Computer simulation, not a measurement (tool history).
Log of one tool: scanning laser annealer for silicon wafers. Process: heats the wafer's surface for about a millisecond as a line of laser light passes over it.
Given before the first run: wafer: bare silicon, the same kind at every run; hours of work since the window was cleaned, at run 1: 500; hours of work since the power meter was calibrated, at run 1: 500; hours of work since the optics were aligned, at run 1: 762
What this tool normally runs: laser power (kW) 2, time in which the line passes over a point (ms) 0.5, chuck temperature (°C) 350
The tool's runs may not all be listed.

run	hour	laser power (kW)	time in which the line passes over a point (ms)	chuck temperature (°C)	hours of work since the window was cleaned	hours of work since the power meter was calibrated	hours of work since the optics were aligned	highest temperature of the surface (°C)
1	0	2	0.5	350	500	500	762	1135
2	24.8	2	0.6	350	514	514	775	1210
3	57.8	2	0.6	350	533	533	794	1206
4	79	2	0.6	321	544	544	806	1177
5	121.9	2	0.6	321	568	568	830	1174
6	164.1	2	0.5	350	592	592	853	1127
# hour 176.9: window over the wafer cleaned
7	187.7	2	0.5	350	6	604	865	1167
8	231.2	2	0.5	350	30	628	889	1165
9	273.4	1.824	0.5	350	54	652	913	1092
10	321.6	2	0.384	350	81	679	940	1058
11	366.9	2	0.5	350	106	704	965	1163
12	392.8	2	0.5	350	120	718	979	1158
13	440.5	2	0.5	350	147	745	1006	1158
14	462.4	2	0.5	346	159	757	1018	1153
15	502.3	2.032	0.521	326	181	779	1040	1161
16	525.6	2.032	0.521	313	194	792	1053	1145
# hour 534.3: optics aligned, line set to its width
17	554.5	2.032	0.371	331	208	806	11	1025
18	604.4	2.032	0.371	331	235	833	39	1031
19	650.7	1.959	0.371	340	261	859	65	1010
20	693.6	1.799	0.589	367	285	883	89	1142
21	734.5	1.799	0.589	367	308	906	112	1145
22	769.2	1.799	0.589	367	327	925	131	1141
# hour 815.1: optics aligned, line set to its width, once more
23	816.9	1.775	0.495	353	351	949	1	1067

Predict the results of run 24:
24	843.3	1.775	0.495	353	366	964	16	?

highest temperature of the surface (°C): 1060
Were there no unlogged condition in the tool, this run, its random variation unchanged, would have produced highest temperature of the surface (°C) 1080.
